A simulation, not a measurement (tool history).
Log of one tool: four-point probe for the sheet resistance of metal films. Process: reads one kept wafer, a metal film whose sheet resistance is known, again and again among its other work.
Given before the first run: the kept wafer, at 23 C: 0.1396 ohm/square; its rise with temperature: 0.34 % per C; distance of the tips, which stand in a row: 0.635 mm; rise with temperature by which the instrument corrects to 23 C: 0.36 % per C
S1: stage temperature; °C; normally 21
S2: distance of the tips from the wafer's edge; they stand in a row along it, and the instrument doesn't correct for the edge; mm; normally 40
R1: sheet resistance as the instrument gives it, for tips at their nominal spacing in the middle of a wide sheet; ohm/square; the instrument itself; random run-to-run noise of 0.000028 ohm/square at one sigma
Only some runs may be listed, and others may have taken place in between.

Run 1, hour 0: usual settings. Result: R1 0.138601 ohm/square.
Run 2, hour 47.4: usual settings but S2 10 mm. Result: R1 0.138869 ohm/square.
Run 3, hour 116.4: usual settings but S2 10 mm. Result: R1 0.138822 ohm/square.
Run 4, hour 168.8: usual settings. Result: R1 0.138542 ohm/square.
Run 5, hour 236.4: usual settings. Result: R1 0.138467 ohm/square.
Run 6, hour 267: usual settings. Result: R1 0.138503 ohm/square.
Run 7, hour 341.7: usual settings but S1 20 °C, S2 67 mm. Result: R1 0.138469 ohm/square.
At hour 347.7: stage's thermometer calibrated.
Run 8, hour 373.6: usual settings but S1 24 °C, S2 47 mm. Result: R1 0.138365 ohm/square.
Run 9, hour 429.4: usual settings but S1 24 °C, S2 47 mm. Result: R1 0.138249 ohm/square.
Run 10, hour 477.8: usual settings but S1 25 °C, S2 47 mm. Result: R1 0.138207 ohm/square.
At hour 531.2: stage's thermometer calibrated, once more.
Run 11, hour 542.7: usual settings but S1 25 °C, S2 33 mm. Result: R1 0.138202 ohm/square.

Results for each run, recomputed without the tool's hidden state and with each run's random variation untouched:
The tool's hidden condition here consists of: inner tips' distance over the nominal, %; tips' flats over new ones', %; wafer's true temperature over the reading, C; drift of the gauge itself on sheet_ohm, %.
run        R1
  1  0.139686
  2  0.139978
  3  0.139963
  4  0.139707
  5  0.139664
  6  0.139717
  7   0.13972
  8   0.13963
  9  0.139541
 10  0.139524
 11  0.139572
